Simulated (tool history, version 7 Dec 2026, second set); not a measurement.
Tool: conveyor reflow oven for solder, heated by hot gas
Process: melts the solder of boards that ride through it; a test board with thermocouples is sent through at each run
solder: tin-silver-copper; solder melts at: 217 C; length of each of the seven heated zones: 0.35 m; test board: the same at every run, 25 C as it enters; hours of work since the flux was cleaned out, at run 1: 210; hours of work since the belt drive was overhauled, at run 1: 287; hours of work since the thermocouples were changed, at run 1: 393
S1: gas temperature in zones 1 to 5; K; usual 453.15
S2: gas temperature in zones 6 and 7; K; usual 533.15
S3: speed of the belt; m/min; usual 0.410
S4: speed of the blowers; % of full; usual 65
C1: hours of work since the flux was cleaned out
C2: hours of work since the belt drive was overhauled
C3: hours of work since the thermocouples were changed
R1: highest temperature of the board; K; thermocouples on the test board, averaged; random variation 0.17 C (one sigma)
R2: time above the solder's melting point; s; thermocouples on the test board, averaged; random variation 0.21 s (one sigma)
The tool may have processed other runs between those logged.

run   hour      S1      S2     S3  S4   C1   C2   C3      R1    R2
  1    0.0  453.15  533.15  0.410  65  210  287  393  520.65  75.8
  2   22.3  453.15  533.15  0.410  65  221  297  403  520.55  76.4
  3   48.3  453.15  533.15  0.410  65  233  309  415  519.95  75.5
  4   74.8  453.15  533.15  0.410  65  245  322  428  520.25  76.0
  5   97.8  453.15  532.15  0.410  65  256  332  438  519.25  74.7
  6  115.5  453.15  532.15  0.410  65  264  340  447  519.25  74.4
  7  153.2  453.15  532.15  0.410  65  282  358  464  519.05  74.1
  8  180.9  453.15  526.15  0.410  65  294  371  477  513.35  68.1
  9  199.6  453.15  526.15  0.410  65  303  379  486  513.85  67.9
 10  224.7  453.15  526.15  0.410  65  315  391  497  513.05  67.5
 11  262.1  453.15  533.15  0.410  67  332  408  515  519.55  75.4
 12  281.3  453.15  533.15  0.410  65  341  417  524  519.05  74.3
     290.2  -- flux residue cleaned out of gas plates and filters
 13  324.0  453.15  533.15  0.410  65   16  435  541  521.35  78.5
 14  362.9  453.15  533.15  0.410  65   34  453  559  521.45  77.9
 15  386.6  453.15  533.15  0.410  65   45  464  570  521.55  77.9
 16  418.9  468.15  533.15  0.410  83   60  479  585  525.75  92.3
 17  439.6  443.15  533.15  0.470  72   69  488  595  517.65  59.2
 18  476.3  444.15  533.15  0.404  65   86  505  612  519.95  73.7
 19  509.4  444.15  533.15  0.404  65  102  521  627  520.05  73.1
 20  530.1  442.15  533.15  0.423  65  111  530  637  518.15  66.3
 21  561.9  452.15  528.15  0.410  65  126  545  651  515.85  71.6
 22  600.8  452.15  528.15  0.410  65  144  563  669  515.95  71.4
 23  621.9  452.15  533.15  0.410  65  154  573  679  520.15  75.9
 24  659.5  446.15  533.15  0.410  55  171  590  697  516.35  67.1
 25  690.9  446.15  533.15  0.410  55  186  605  711  516.55  67.3
 26  725.1  446.15  533.15  0.410  55  202  621  727  516.15  66.6
 27  753.1  443.15  525.15  0.363  52  215  634  740  511.05  67.6
 28  772.4  453.15  533.15  0.378  74  224  643  749  522.95  87.9
 29  791.8  453.15  533.15  0.378  74  233  652  758  523.35  88.0
 30  810.4  453.15  533.15  0.378  74  241  660  767  523.05  87.7

Forecast each of these 4 alternatives for the next run:
     815.5  -- thermocouples of zones 6 and 7 changed
  A  841.2  453.15  533.15  0.460  65  255  674  12   ?   ?
     815.5  -- thermocouples of zones 6 and 7 changed
  B  841.2  439.15  530.15  0.410  52  255  674  12   ?   ?
     815.5  -- thermocouples of zones 6 and 7 changed
  C  841.2  453.15  525.15  0.443  52  255  674  12   ?   ?
     815.5  -- thermocouples of zones 6 and 7 changed
  D  841.2  450.15  533.15  0.410  65  255  674  12   ?   ?

run      R1    R2
  A  518.45  64.4
  B  513.05  58.2
  C  509.15  53.6
  D  521.25  75.6
Stripped of hidden state, with their random variation kept, the same runs would have yielded:
run      R1    R2
  A  519.95  66.4
  B  514.35  60.5
  C  510.35  56.0
  D  522.65  77.3

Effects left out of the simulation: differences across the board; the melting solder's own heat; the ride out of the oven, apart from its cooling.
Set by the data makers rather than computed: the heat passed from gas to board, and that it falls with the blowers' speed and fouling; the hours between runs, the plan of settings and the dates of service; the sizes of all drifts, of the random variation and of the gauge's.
